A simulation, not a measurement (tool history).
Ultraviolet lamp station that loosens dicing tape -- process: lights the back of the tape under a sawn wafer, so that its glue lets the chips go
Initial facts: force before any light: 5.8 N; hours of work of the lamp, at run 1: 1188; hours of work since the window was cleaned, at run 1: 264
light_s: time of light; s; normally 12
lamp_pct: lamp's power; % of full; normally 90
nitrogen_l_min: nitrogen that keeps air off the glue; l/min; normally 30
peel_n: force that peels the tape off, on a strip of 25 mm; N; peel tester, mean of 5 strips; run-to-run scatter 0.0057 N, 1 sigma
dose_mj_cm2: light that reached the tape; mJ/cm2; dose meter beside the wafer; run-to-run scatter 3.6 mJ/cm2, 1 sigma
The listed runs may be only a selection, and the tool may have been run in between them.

run,hour,light_s,lamp_pct,nitrogen_l_min,hours of work of the lamp,hours of work since the window was cleaned,peel_n,dose_mj_cm2
1,0.0,12,90,30,1188,264,0.267,388
2,83.0,12,90,30,1243,320,0.307,375
3,166.3,11,90,30,1299,376,0.399,325
4,224.8,6,90,30,1338,415,1.265,176
5,288.1,6,90,30,1381,457,1.409,174
6,352.6,6,90,30,1424,501,1.389,165
# hour 384.4: window cleaned of glue's vapour
7,407.5,12,90,30,1460,15,0.542,286
8,488.8,12,90,30,1515,70,0.594,268
# hour 517.4: window cleaned of glue's vapour, once more
9,548.4,12,90,30,1554,21,0.321,379
10,625.5,12,90,30,1606,72,0.324,358
11,674.1,12,90,37,1638,105,0.294,349
12,744.3,12,90,30,1685,152,0.378,335
13,816.4,12,90,30,1734,200,0.428,329
14,886.2,12,90,30,1780,247,0.438,318
# hour 928.5: lamp changed
15,934.2,12,90,30,4,278,0.156,538
16,988.4,12,90,30,40,315,0.170,524
17,1065.2,12,90,30,92,366,0.171,507
18,1111.9,12,90,30,123,397,0.175,501
19,1152.6,12,63,30,150,425,0.378,343
20,1241.5,12,90,10,210,484,0.531,474
# hour 1299.5: window cleaned of glue's vapour
21,1331.5,12,80,30,269,21,0.182,477
22,1417.8,12,80,30,327,79,0.205,468
23,1468.3,21,90,53,361,113,0.106,907
24,1530.4,12,90,26,403,155,0.201,504
25,1576.4,7,63,15,433,185,1.616,204
26,1656.9,7,63,15,487,239,1.680,196
27,1697.5,16,61,30,515,266,0.240,422
28,1768.0,16,61,30,562,314,0.258,406
29,1829.9,7,90,30,603,355,0.669,259
30,1887.4,7,90,30,642,394,0.700,251
31,1936.3,7,90,30,674,426,0.734,248
32,2000.7,7,90,30,718,469,0.754,239
33,2045.1,7,90,30,747,499,0.813,230
# hour 2079.0: window cleaned of glue's vapour
34,2100.2,13,93,50,784,14,0.140,528
35,2157.1,14,90,30,822,52,0.155,531
36,2235.9,8,77,57,875,105,0.431,252
37,2301.0,16,90,30,918,149,0.145,572
38,2346.0,18,75,9,949,179,0.456,531
39,2431.5,10,98,28,1006,236,0.340,368
40,2496.0,6,90,30,1049,279,1.083,201
41,2546.8,11,80,10,1083,313,1.102,311
42,2592.6,11,80,10,1114,344,1.098,307

Describe how what the log doesn't record of the tool's condition differs between the last listed run preceding each entry between runs and the first listed run following it.
Runs 6 to 7: window cleaned of glue's vapour (hour 384.4)
  lamp's light, % of a new lamp's: 66.3 -> 65.4; light that the window lets through, % of a clean one's: 83.7 -> 73.4
  measured result minus the result with no hidden state, peel_n: +0.896 -> +0.402 N; dose_mj_cm2: -132 -> -308 mJ/cm2
Runs 8 to 9: window cleaned of glue's vapour, once more (hour 517.4)
  lamp's light, % of a new lamp's: 64 -> 63; light that the window lets through, % of a clean one's: 71.7 -> 99
  measured result minus the result with no hidden state, peel_n: +0.456 -> +0.174 N; dose_mj_cm2: -321 -> -226 mJ/cm2
Runs 14 to 15: lamp changed (hour 928.5)
  lamp's light, % of a new lamp's: 57.5 -> 99.1; light that the window lets through, % of a clean one's: 92 -> 91
  measured result minus the result with no hidden state, peel_n: +0.302 -> +0.018 N; dose_mj_cm2: -280 -> -59 mJ/cm2
Runs 20 to 21: window cleaned of glue's vapour (hour 1299.5)
  lamp's light, % of a new lamp's: 93.9 -> 92.4; light that the window lets through, % of a clean one's: 84.4 -> 98.8
  measured result minus the result with no hidden state, peel_n: +0.209 -> +0.025 N; dose_mj_cm2: -123 -> -45 mJ/cm2
Runs 33 to 34: window cleaned of glue's vapour (hour 2079.0)
  lamp's light, % of a new lamp's: 80.8 -> 79.9; light that the window lets through, % of a clean one's: 83.5 -> 99.2
  measured result minus the result with no hidden state, peel_n: +0.450 -> +0.014 N; dose_mj_cm2: -112 -> -138 mJ/cm2
